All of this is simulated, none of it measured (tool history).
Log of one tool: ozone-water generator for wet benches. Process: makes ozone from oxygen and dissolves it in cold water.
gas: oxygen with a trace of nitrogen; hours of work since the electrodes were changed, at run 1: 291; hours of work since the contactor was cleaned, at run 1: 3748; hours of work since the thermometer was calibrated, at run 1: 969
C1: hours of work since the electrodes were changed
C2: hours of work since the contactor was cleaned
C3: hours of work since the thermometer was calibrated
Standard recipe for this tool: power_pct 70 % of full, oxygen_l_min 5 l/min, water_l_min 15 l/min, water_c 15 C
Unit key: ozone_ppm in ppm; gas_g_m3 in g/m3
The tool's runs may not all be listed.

run 1 hour=0 | power_pct=70 oxygen_l_min=5 water_l_min=15 water_c=15 | C1=291 C2=3748 C3=969 | ozone_ppm=28.3 gas_g_m3=208.5
run 2 hour=192.2 | power_pct=93 oxygen_l_min=5 water_l_min=15 water_c=15 | C1=452 C2=3908 C3=1130 | ozone_ppm=34.1 gas_g_m3=253.4
run 3 hour=389.9 | power_pct=93 oxygen_l_min=5 water_l_min=15 water_c=15 | C1=617 C2=4073 C3=1295 | ozone_ppm=33.5 gas_g_m3=250.2
run 4 hour=547 | power_pct=93 oxygen_l_min=5 water_l_min=15 water_c=15 | C1=748 C2=4204 C3=1426 | ozone_ppm=33.7 gas_g_m3=249.2
run 5 hour=731.5 | power_pct=93 oxygen_l_min=5 water_l_min=15 water_c=15 | C1=902 C2=4358 C3=1580 | ozone_ppm=33.1 gas_g_m3=248
run 6 hour=926.1 | power_pct=93 oxygen_l_min=5 water_l_min=15 water_c=15 | C1=1064 C2=4521 C3=1742 | ozone_ppm=32.9 gas_g_m3=246
run 7 hour=1078.7 | power_pct=70 oxygen_l_min=5 water_l_min=23 water_c=15 | C1=1192 C2=4648 C3=1870 | ozone_ppm=18.4 gas_g_m3=204.2
run 8 hour=1262.8 | power_pct=70 oxygen_l_min=5 water_l_min=15 water_c=15 | C1=1345 C2=4802 C3=2023 | ozone_ppm=26.9 gas_g_m3=202.4
run 9 hour=1460.5 | power_pct=70 oxygen_l_min=5 water_l_min=15 water_c=15 | C1=1511 C2=4967 C3=2188 | ozone_ppm=27 gas_g_m3=200.6
run 10 hour=1567.3 | power_pct=70 oxygen_l_min=5 water_l_min=15 water_c=15 | C1=1600 C2=5056 C3=2277 | ozone_ppm=26.6 gas_g_m3=201.8
run 11 hour=1754.8 | power_pct=70 oxygen_l_min=5 water_l_min=15 water_c=15 | C1=1756 C2=5212 C3=2434 | ozone_ppm=26.2 gas_g_m3=200.1
run 12 hour=1936.7 | power_pct=55 oxygen_l_min=5 water_l_min=15 water_c=15 | C1=1908 C2=5364 C3=2586 | ozone_ppm=22.4 gas_g_m3=168.2
run 13 hour=2107.8 | power_pct=55 oxygen_l_min=5 water_l_min=15 water_c=15 | C1=2051 C2=5507 C3=2729 | ozone_ppm=22.1 gas_g_m3=167.4
run 14 hour=2266.2 | power_pct=55 oxygen_l_min=5 water_l_min=15 water_c=15 | C1=2183 C2=5639 C3=2861 | ozone_ppm=22.1 gas_g_m3=166.9
run 15 hour=2409.6 | power_pct=55 oxygen_l_min=5 water_l_min=15 water_c=15 | C1=2303 C2=5759 C3=2980 | ozone_ppm=22.1 gas_g_m3=168.8
-- hour=2428.9 contactor cleaned
run 16 hour=2498.5 | power_pct=60 oxygen_l_min=5 water_l_min=15 water_c=15 | C1=2374 C2=58 C3=3051 | ozone_ppm=22.6 gas_g_m3=177.7
run 17 hour=2692.9 | power_pct=42 oxygen_l_min=5 water_l_min=15 water_c=19 | C1=2536 C2=220 C3=3214 | ozone_ppm=16.6 gas_g_m3=141
run 18 hour=2805.9 | power_pct=42 oxygen_l_min=3.31 water_l_min=9 water_c=8 | C1=2630 C2=315 C3=3308 | ozone_ppm=31.7 gas_g_m3=183.8
run 19 hour=2996.2 | power_pct=69 oxygen_l_min=4.09 water_l_min=11 water_c=15 | C1=2789 C2=473 C3=3467 | ozone_ppm=32.4 gas_g_m3=219.6
run 20 hour=3162.7 | power_pct=55 oxygen_l_min=3.35 water_l_min=11 water_c=15 | C1=2928 C2=612 C3=3606 | ozone_ppm=29 gas_g_m3=212.2
run 21 hour=3363.6 | power_pct=55 oxygen_l_min=3.35 water_l_min=11 water_c=15 | C1=3096 C2=780 C3=3773 | ozone_ppm=28.6 gas_g_m3=213.7
run 22 hour=3486.4 | power_pct=55 oxygen_l_min=3.35 water_l_min=11 water_c=15 | C1=3198 C2=883 C3=3876 | ozone_ppm=28.9 gas_g_m3=215.6
run 23 hour=3626.8 | power_pct=51 oxygen_l_min=3.35 water_l_min=11 water_c=15 | C1=3315 C2=1000 C3=3993 | ozone_ppm=27.3 gas_g_m3=203.3
-- hour=3645.5 contactor cleaned, once more
run 24 hour=3755.1 | power_pct=70 oxygen_l_min=5 water_l_min=15 water_c=15 | C1=3419 C2=91 C3=4097 | ozone_ppm=25.7 gas_g_m3=185.2
run 25 hour=3880.7 | power_pct=67 oxygen_l_min=3.85 water_l_min=15 water_c=12 | C1=3524 C2=196 C3=4202 | ozone_ppm=27.2 gas_g_m3=220.9
run 26 hour=3982.8 | power_pct=67 oxygen_l_min=4.19 water_l_min=15 water_c=8 | C1=3609 C2=281 C3=4287 | ozone_ppm=28.5 gas_g_m3=205.6
run 27 hour=4142.3 | power_pct=90 oxygen_l_min=8.08 water_l_min=19 water_c=9 | C1=3742 C2=415 C3=4420 | ozone_ppm=24.9 gas_g_m3=158.1
run 28 hour=4309.1 | power_pct=70 oxygen_l_min=5 water_l_min=14 water_c=15 | C1=3881 C2=554 C3=4559 | ozone_ppm=27.2 gas_g_m3=184.8
run 29 hour=4461.3 | power_pct=81 oxygen_l_min=6.15 water_l_min=19 water_c=18 | C1=4008 C2=681 C3=4686 | ozone_ppm=21.1 gas_g_m3=177
run 30 hour=4586.4 | power_pct=81 oxygen_l_min=4.98 water_l_min=19 water_c=18 | C1=4113 C2=785 C3=4791 | ozone_ppm=21.4 gas_g_m3=201.7
run 31 hour=4723.6 | power_pct=93 oxygen_l_min=4.82 water_l_min=15 water_c=17 | C1=4227 C2=900 C3=4905 | ozone_ppm=29.3 gas_g_m3=222.7
run 32 hour=4922.4 | power_pct=40 oxygen_l_min=5.61 water_l_min=19 water_c=8 | C1=4393 C2=1066 C3=5071 | ozone_ppm=15.6 gas_g_m3=121.5

Branching from run 32: 3 alternative next runs. What would each branch give?
-- hour=4961.5 water thermometer calibrated
run A hour=5020 | power_pct=40 oxygen_l_min=5.61 water_l_min=10 water_c=8 | C1=4474 C2=1147 C3=49 | ozone_ppm=? gas_g_m3=?
-- hour=4961.5 water thermometer calibrated
run B hour=5020 | power_pct=74 oxygen_l_min=5 water_l_min=15 water_c=15 | C1=4474 C2=1147 C3=49 | ozone_ppm=? gas_g_m3=?
-- hour=4961.5 water thermometer calibrated
run C hour=5020 | power_pct=40 oxygen_l_min=5.61 water_l_min=23 water_c=8 | C1=4474 C2=1147 C3=49 | ozone_ppm=? gas_g_m3=?

run=A ozone_ppm=26.5 gas_g_m3=118.3
run=B ozone_ppm=26.1 gas_g_m3=188
run=C ozone_ppm=13.2 gas_g_m3=120.7
Without the tool's hidden state the same runs would have given:
run=A ozone_ppm=29.4 gas_g_m3=130
run=B ozone_ppm=30.8 gas_g_m3=219.4
run=C ozone_ppm=14.7 gas_g_m3=132.6

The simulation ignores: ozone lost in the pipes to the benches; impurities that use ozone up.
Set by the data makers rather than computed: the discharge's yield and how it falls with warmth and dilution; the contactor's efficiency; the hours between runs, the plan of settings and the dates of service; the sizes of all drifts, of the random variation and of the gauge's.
